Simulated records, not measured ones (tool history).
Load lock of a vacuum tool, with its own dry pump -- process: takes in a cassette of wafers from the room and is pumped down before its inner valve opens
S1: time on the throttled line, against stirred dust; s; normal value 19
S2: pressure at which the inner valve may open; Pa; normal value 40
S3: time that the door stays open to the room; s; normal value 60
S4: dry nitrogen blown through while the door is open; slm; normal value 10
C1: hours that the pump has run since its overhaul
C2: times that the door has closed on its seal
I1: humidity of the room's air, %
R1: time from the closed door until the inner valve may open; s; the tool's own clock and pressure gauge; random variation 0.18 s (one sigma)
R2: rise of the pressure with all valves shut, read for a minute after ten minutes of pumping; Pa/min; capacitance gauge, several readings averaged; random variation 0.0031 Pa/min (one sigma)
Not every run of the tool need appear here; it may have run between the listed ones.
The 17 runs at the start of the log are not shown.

run    hour  S1  S2   S3  S4    C1    C2    I1    R1     R2
 18  1460.3  19  33   60  10  6098  3649  49.7  27.9  0.088
 19  1519.1  19  44   32  28  6156  3716  44.4  27.7  0.052
 20  1584.5  19  44   32  28  6222  3790  46.5  27.5  0.054
 21  1671.6  29  54  113  11  6309  3890  42.4  35.6  0.094
 22  1741.5  29  54  113  11  6379  3969  46.8  35.8  0.105
 23  1833.8  29  54  160  11  6471  4074  44.5  35.5  0.107
 24  1948.3  19  40   99  10  6586  4205  45.8  27.8  0.094
 25  2027.4  19  40   99  10  6665  4295  42.3  27.6  0.085
 26  2117.1  18  40   60  14  6754  4397  47.3  26.7  0.085
 27  2198.3  21  40  126  11  6836  4490  42.3  29.5  0.096
 28    2304  19  75   60  10  6941  4610  47.6  26.5  0.088
 29  2363.6  19  75   60  10  7001  4678  46.7  27.1  0.082
 30    2430  19  40   74  23  7067  4754  46.5    28  0.074
 31  2514.2  19  40  159  23  7152  4849  44.1  27.7  0.081
 32  2626.2  19  40   60  18  7264  4977  45.2  27.7  0.067
 33  2689.8  19  40   60  18  7327  5050    43  27.9  0.067
 34  2813.5  19  40   60  18  7451  5190  41.9  27.9   0.07
 35  2936.1  10  40   60  10  7573  5330  44.9  20.5  0.088
 36  3055.1  14  40   60  36  7692  5466  49.1  23.9   0.06

Forecast each of these 3 alternatives for the next run:
  A  3183.5  21  40  60  36  7821  5612  46.6   ?   ?
  B  3183.5  22  40  50  10  7821  5612  44.4   ?   ?
  C  3183.5  14  70  64  43  7821  5612    47   ?   ?

run    R1     R2
  A  29.9  0.058
  B  30.7  0.079
  C  23.1  0.058
With no hidden state in the tool, these same runs would have given:
run    R1     R2
  A  28.2  0.048
  B    29  0.068
  C  21.4  0.047

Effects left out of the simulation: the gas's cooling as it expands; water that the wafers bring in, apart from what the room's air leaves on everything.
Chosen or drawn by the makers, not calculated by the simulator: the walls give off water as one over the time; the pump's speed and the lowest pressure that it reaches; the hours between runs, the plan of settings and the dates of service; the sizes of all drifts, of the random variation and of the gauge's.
